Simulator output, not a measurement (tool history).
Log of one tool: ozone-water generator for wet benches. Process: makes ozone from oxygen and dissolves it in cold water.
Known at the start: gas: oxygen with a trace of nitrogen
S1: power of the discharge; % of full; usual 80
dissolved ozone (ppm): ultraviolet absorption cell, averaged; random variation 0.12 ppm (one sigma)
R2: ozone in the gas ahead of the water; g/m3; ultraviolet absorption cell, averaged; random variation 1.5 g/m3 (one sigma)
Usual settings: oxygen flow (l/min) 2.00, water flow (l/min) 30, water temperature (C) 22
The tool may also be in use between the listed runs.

{"run": 1, "day": 0.0, "S1": 80, "oxygen flow (l/min)": 2.0, "water flow (l/min)": 30, "water temperature (C)": 22, "dissolved ozone (ppm)": 9.3, "R2": 281.0}
{"run": 2, "day": 1.558, "S1": 80, "oxygen flow (l/min)": 2.0, "water flow (l/min)": 30, "water temperature (C)": 22, "dissolved ozone (ppm)": 9.2, "R2": 278.9}
{"run": 3, "day": 3.371, "S1": 80, "oxygen flow (l/min)": 2.0, "water flow (l/min)": 30, "water temperature (C)": 22, "dissolved ozone (ppm)": 9.2, "R2": 275.6}
{"run": 4, "day": 5.692, "S1": 80, "oxygen flow (l/min)": 2.0, "water flow (l/min)": 30, "water temperature (C)": 22, "dissolved ozone (ppm)": 9.5, "R2": 276.6}
{"run": 5, "day": 7.425, "S1": 80, "oxygen flow (l/min)": 3.16, "water flow (l/min)": 30, "water temperature (C)": 22, "dissolved ozone (ppm)": 10.9, "R2": 232.0}
{"run": 6, "day": 9.417, "S1": 80, "oxygen flow (l/min)": 3.16, "water flow (l/min)": 30, "water temperature (C)": 22, "dissolved ozone (ppm)": 11.0, "R2": 230.7}
{"run": 7, "day": 11.608, "S1": 80, "oxygen flow (l/min)": 3.16, "water flow (l/min)": 30, "water temperature (C)": 22, "dissolved ozone (ppm)": 11.3, "R2": 233.9}
{"run": 8, "day": 14.05, "S1": 80, "oxygen flow (l/min)": 3.16, "water flow (l/min)": 43, "water temperature (C)": 22, "dissolved ozone (ppm)": 7.7, "R2": 233.0}
{"run": 9, "day": 16.4, "S1": 80, "oxygen flow (l/min)": 3.16, "water flow (l/min)": 43, "water temperature (C)": 22, "dissolved ozone (ppm)": 7.8, "R2": 234.1}
{"run": 10, "day": 19.071, "S1": 87, "oxygen flow (l/min)": 2.0, "water flow (l/min)": 30, "water temperature (C)": 22, "dissolved ozone (ppm)": 10.0, "R2": 295.8}
{"run": 11, "day": 21.446, "S1": 87, "oxygen flow (l/min)": 2.0, "water flow (l/min)": 30, "water temperature (C)": 22, "dissolved ozone (ppm)": 9.9, "R2": 292.2}
{"run": 12, "day": 23.9, "S1": 99, "oxygen flow (l/min)": 1.92, "water flow (l/min)": 30, "water temperature (C)": 22, "dissolved ozone (ppm)": 10.6, "R2": 331.1}
{"run": 13, "day": 26.592, "S1": 93, "oxygen flow (l/min)": 1.04, "water flow (l/min)": 23, "water temperature (C)": 22, "dissolved ozone (ppm)": 9.9, "R2": 395.3}
{"run": 14, "day": 29.008, "S1": 78, "oxygen flow (l/min)": 2.0, "water flow (l/min)": 23, "water temperature (C)": 18, "dissolved ozone (ppm)": 11.9, "R2": 268.8}
{"run": 15, "day": 30.667, "S1": 78, "oxygen flow (l/min)": 2.0, "water flow (l/min)": 23, "water temperature (C)": 18, "dissolved ozone (ppm)": 12.0, "R2": 267.1}
{"run": 16, "day": 31.867, "S1": 78, "oxygen flow (l/min)": 2.0, "water flow (l/min)": 23, "water temperature (C)": 18, "dissolved ozone (ppm)": 11.9, "R2": 267.8}
{"run": 17, "day": 33.25, "S1": 78, "oxygen flow (l/min)": 2.0, "water flow (l/min)": 23, "water temperature (C)": 18, "dissolved ozone (ppm)": 12.0, "R2": 266.1}
{"run": 18, "day": 35.483, "S1": 52, "oxygen flow (l/min)": 1.16, "water flow (l/min)": 30, "water temperature (C)": 22, "dissolved ozone (ppm)": 4.9, "R2": 233.7}
{"run": 19, "day": 37.45, "S1": 52, "oxygen flow (l/min)": 3.04, "water flow (l/min)": 30, "water temperature (C)": 16, "dissolved ozone (ppm)": 7.8, "R2": 163.0}
{"run": 20, "day": 38.788, "S1": 70, "oxygen flow (l/min)": 1.41, "water flow (l/min)": 25, "water temperature (C)": 26, "dissolved ozone (ppm)": 8.2, "R2": 277.6}
{"run": 21, "day": 40.45, "S1": 80, "oxygen flow (l/min)": 2.58, "water flow (l/min)": 30, "water temperature (C)": 20, "dissolved ozone (ppm)": 10.1, "R2": 246.4}
{"run": 22, "day": 42.171, "S1": 80, "oxygen flow (l/min)": 2.58, "water flow (l/min)": 30, "water temperature (C)": 20, "dissolved ozone (ppm)": 10.3, "R2": 245.8}

Forecast each of these 5 alternatives for the next run:
{"day": 44.088, "done": "contactor cleaned"}
{"run": "A", "day": 44.692, "S1": 83, "oxygen flow (l/min)": 1.07, "water flow (l/min)": 30, "water temperature (C)": 17, "dissolved ozone (ppm)": "?", "R2": "?"}
{"day": 44.088, "done": "contactor cleaned"}
{"run": "B", "day": 44.692, "S1": 59, "oxygen flow (l/min)": 2.58, "water flow (l/min)": 32, "water temperature (C)": 30, "dissolved ozone (ppm)": "?", "R2": "?"}
{"day": 44.088, "done": "contactor cleaned"}
{"run": "C", "day": 44.692, "S1": 86, "oxygen flow (l/min)": 1.7, "water flow (l/min)": 30, "water temperature (C)": 25, "dissolved ozone (ppm)": "?", "R2": "?"}
{"day": 44.088, "done": "contactor cleaned"}
{"run": "D", "day": 44.692, "S1": 50, "oxygen flow (l/min)": 2.58, "water flow (l/min)": 30, "water temperature (C)": 20, "dissolved ozone (ppm)": "?", "R2": "?"}
{"day": 44.088, "done": "contactor cleaned"}
{"run": "E", "day": 44.692, "S1": 80, "oxygen flow (l/min)": 2.3, "water flow (l/min)": 30, "water temperature (C)": 22, "dissolved ozone (ppm)": "?", "R2": "?"}

run=A dissolved_ozone_(ppm)=7.5 R2=351.6
run=B dissolved_ozone_(ppm)=7.3 R2=193.6
run=C dissolved_ozone_(ppm)=9.2 R2=308.9
run=D dissolved_ozone_(ppm)=7.5 R2=166.9
run=E dissolved_ozone_(ppm)=10.2 R2=257.4
Without the tool's hidden state the same runs would have given:
run=A dissolved_ozone_(ppm)=8.1 R2=377.9
run=B dissolved_ozone_(ppm)=7.7 R2=204.3
run=C dissolved_ozone_(ppm)=10.0 R2=332.6
run=D dissolved_ozone_(ppm)=7.9 R2=174.5
run=E dissolved_ozone_(ppm)=10.9 R2=276.2
